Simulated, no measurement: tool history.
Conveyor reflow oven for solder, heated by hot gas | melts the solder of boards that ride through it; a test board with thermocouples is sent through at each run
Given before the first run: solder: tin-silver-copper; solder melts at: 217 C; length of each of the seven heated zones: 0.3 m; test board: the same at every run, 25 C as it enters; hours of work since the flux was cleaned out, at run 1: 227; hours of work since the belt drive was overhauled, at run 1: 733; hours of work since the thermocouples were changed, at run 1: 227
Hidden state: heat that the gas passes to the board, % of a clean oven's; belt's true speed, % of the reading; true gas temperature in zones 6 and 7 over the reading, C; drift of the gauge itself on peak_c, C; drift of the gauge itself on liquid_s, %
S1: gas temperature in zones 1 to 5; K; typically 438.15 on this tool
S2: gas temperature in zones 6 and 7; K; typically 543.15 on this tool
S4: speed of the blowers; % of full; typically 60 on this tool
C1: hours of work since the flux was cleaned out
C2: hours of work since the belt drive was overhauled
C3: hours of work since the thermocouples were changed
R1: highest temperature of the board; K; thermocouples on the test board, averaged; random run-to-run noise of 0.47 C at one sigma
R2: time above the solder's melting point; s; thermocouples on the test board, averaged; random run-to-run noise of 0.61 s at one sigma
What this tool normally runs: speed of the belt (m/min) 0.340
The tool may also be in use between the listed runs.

{"run": 1, "hour": 0.0, "S1": 438.15, "S2": 543.15, "speed of the belt (m/min)": 0.34, "S4": 60, "C1": 227, "C2": 733, "C3": 227, "R1": 521.45, "R2": 70.7}
{"hour": 21.9, "done": "belt drive overhauled, speed set with a stopwatch"}
{"run": 2, "hour": 22.1, "S1": 438.15, "S2": 543.15, "speed of the belt (m/min)": 0.34, "S4": 60, "C1": 238, "C2": 0, "C3": 238, "R1": 521.35, "R2": 69.8}
{"run": 3, "hour": 36.9, "S1": 438.15, "S2": 543.15, "speed of the belt (m/min)": 0.34, "S4": 60, "C1": 247, "C2": 9, "C3": 247, "R1": 521.05, "R2": 71.1}
{"hour": 46.6, "done": "flux residue cleaned out of gas plates and filters"}
{"run": 4, "hour": 56.2, "S1": 438.15, "S2": 543.15, "speed of the belt (m/min)": 0.34, "S4": 60, "C1": 6, "C2": 18, "C3": 256, "R1": 524.65, "R2": 74.8}
{"run": 5, "hour": 72.6, "S1": 438.15, "S2": 543.15, "speed of the belt (m/min)": 0.34, "S4": 60, "C1": 16, "C2": 27, "C3": 266, "R1": 524.25, "R2": 74.6}
{"run": 6, "hour": 89.2, "S1": 438.15, "S2": 543.15, "speed of the belt (m/min)": 0.34, "S4": 60, "C1": 26, "C2": 37, "C3": 276, "R1": 524.55, "R2": 73.9}
{"run": 7, "hour": 99.5, "S1": 438.15, "S2": 543.15, "speed of the belt (m/min)": 0.34, "S4": 52, "C1": 32, "C2": 44, "C3": 282, "R1": 521.45, "R2": 71.2}
{"hour": 109.4, "done": "belt drive overhauled, speed set with a stopwatch, once more"}
{"run": 8, "hour": 119.8, "S1": 438.15, "S2": 543.15, "speed of the belt (m/min)": 0.34, "S4": 60, "C1": 42, "C2": 6, "C3": 291, "R1": 522.65, "R2": 72.8}
{"run": 9, "hour": 132.3, "S1": 438.15, "S2": 553.15, "speed of the belt (m/min)": 0.34, "S4": 60, "C1": 49, "C2": 14, "C3": 299, "R1": 531.35, "R2": 80.5}
{"run": 10, "hour": 144.3, "S1": 438.15, "S2": 553.15, "speed of the belt (m/min)": 0.276, "S4": 60, "C1": 56, "C2": 21, "C3": 306, "R1": 538.35, "R2": 107.8}
{"run": 11, "hour": 160.6, "S1": 438.15, "S2": 553.15, "speed of the belt (m/min)": 0.276, "S4": 60, "C1": 66, "C2": 31, "C3": 316, "R1": 538.85, "R2": 107.6}
{"run": 12, "hour": 170.0, "S1": 429.15, "S2": 543.15, "speed of the belt (m/min)": 0.34, "S4": 60, "C1": 72, "C2": 36, "C3": 322, "R1": 521.25, "R2": 66.7}
{"run": 13, "hour": 179.6, "S1": 431.15, "S2": 543.15, "speed of the belt (m/min)": 0.34, "S4": 60, "C1": 77, "C2": 42, "C3": 327, "R1": 520.65, "R2": 66.4}
{"run": 14, "hour": 199.5, "S1": 431.15, "S2": 543.15, "speed of the belt (m/min)": 0.34, "S4": 60, "C1": 89, "C2": 54, "C3": 339, "R1": 520.15, "R2": 68.4}
{"run": 15, "hour": 217.2, "S1": 431.15, "S2": 543.15, "speed of the belt (m/min)": 0.34, "S4": 60, "C1": 100, "C2": 65, "C3": 350, "R1": 521.05, "R2": 67.1}
{"run": 16, "hour": 226.4, "S1": 431.15, "S2": 543.15, "speed of the belt (m/min)": 0.34, "S4": 65, "C1": 105, "C2": 70, "C3": 355, "R1": 522.65, "R2": 68.5}
{"run": 17, "hour": 243.1, "S1": 431.15, "S2": 543.15, "speed of the belt (m/min)": 0.34, "S4": 65, "C1": 115, "C2": 80, "C3": 365, "R1": 522.05, "R2": 67.7}
{"run": 18, "hour": 259.7, "S1": 439.15, "S2": 553.15, "speed of the belt (m/min)": 0.391, "S4": 65, "C1": 125, "C2": 90, "C3": 375, "R1": 526.65, "R2": 65.4}
{"run": 19, "hour": 270.8, "S1": 438.15, "S2": 542.15, "speed of the belt (m/min)": 0.283, "S4": 60, "C1": 132, "C2": 97, "C3": 382, "R1": 528.05, "R2": 93.3}
{"run": 20, "hour": 286.5, "S1": 438.15, "S2": 542.15, "speed of the belt (m/min)": 0.283, "S4": 60, "C1": 141, "C2": 106, "C3": 391, "R1": 527.35, "R2": 93.7}
{"run": 21, "hour": 306.5, "S1": 434.15, "S2": 539.15, "speed of the belt (m/min)": 0.34, "S4": 60, "C1": 153, "C2": 118, "C3": 403, "R1": 516.35, "R2": 63.3}
{"run": 22, "hour": 322.7, "S1": 434.15, "S2": 531.15, "speed of the belt (m/min)": 0.34, "S4": 70, "C1": 163, "C2": 128, "C3": 413, "R1": 513.55, "R2": 57.9}
{"run": 23, "hour": 334.8, "S1": 429.15, "S2": 543.15, "speed of the belt (m/min)": 0.358, "S4": 60, "C1": 170, "C2": 135, "C3": 420, "R1": 517.25, "R2": 57.9}
{"run": 24, "hour": 345.0, "S1": 438.15, "S2": 539.15, "speed of the belt (m/min)": 0.393, "S4": 88, "C1": 176, "C2": 141, "C3": 426, "R1": 518.75, "R2": 56.6}
{"run": 25, "hour": 354.7, "S1": 447.15, "S2": 541.15, "speed of the belt (m/min)": 0.34, "S4": 60, "C1": 182, "C2": 147, "C3": 432, "R1": 522.35, "R2": 74.6}
{"run": 26, "hour": 363.2, "S1": 433.15, "S2": 540.15, "speed of the belt (m/min)": 0.401, "S4": 85, "C1": 187, "C2": 152, "C3": 437, "R1": 517.05, "R2": 52.3}
{"run": 27, "hour": 371.7, "S1": 435.15, "S2": 542.15, "speed of the belt (m/min)": 0.292, "S4": 63, "C1": 192, "C2": 157, "C3": 442, "R1": 525.35, "R2": 87.4}
{"run": 28, "hour": 392.2, "S1": 438.15, "S2": 543.15, "speed of the belt (m/min)": 0.326, "S4": 60, "C1": 205, "C2": 169, "C3": 455, "R1": 522.85, "R2": 75.3}
{"run": 29, "hour": 407.1, "S1": 438.15, "S2": 543.15, "speed of the belt (m/min)": 0.326, "S4": 60, "C1": 214, "C2": 178, "C3": 464, "R1": 522.75, "R2": 75.4}

Predict each of these 4 candidate next runs independently; none follows another, all start after run 29:
{"run": "A", "hour": 422.9, "S1": 438.15, "S2": 544.15, "speed of the belt (m/min)": 0.326, "S4": 60, "C1": 223, "C2": 188, "C3": 473, "R1": "?", "R2": "?"}
{"run": "B", "hour": 422.9, "S1": 438.15, "S2": 554.15, "speed of the belt (m/min)": 0.352, "S4": 61, "C1": 223, "C2": 188, "C3": 473, "R1": "?", "R2": "?"}
{"run": "C", "hour": 422.9, "S1": 438.15, "S2": 535.15, "speed of the belt (m/min)": 0.397, "S4": 60, "C1": 223, "C2": 188, "C3": 473, "R1": "?", "R2": "?"}
{"run": "D", "hour": 422.9, "S1": 438.15, "S2": 539.15, "speed of the belt (m/min)": 0.276, "S4": 56, "C1": 223, "C2": 188, "C3": 473, "R1": "?", "R2": "?"}

run=A R1=524.05 R2=75.0
run=B R1=529.55 R2=75.0
run=C R1=508.25 R2=42.3
run=D R1=524.25 R2=92.2
What these runs would have given with no unlogged condition in the tool:
run=A R1=527.55 R2=79.1
run=B R1=533.45 R2=78.7
run=C R1=512.05 R2=48.4
run=D R1=527.35 R2=96.4
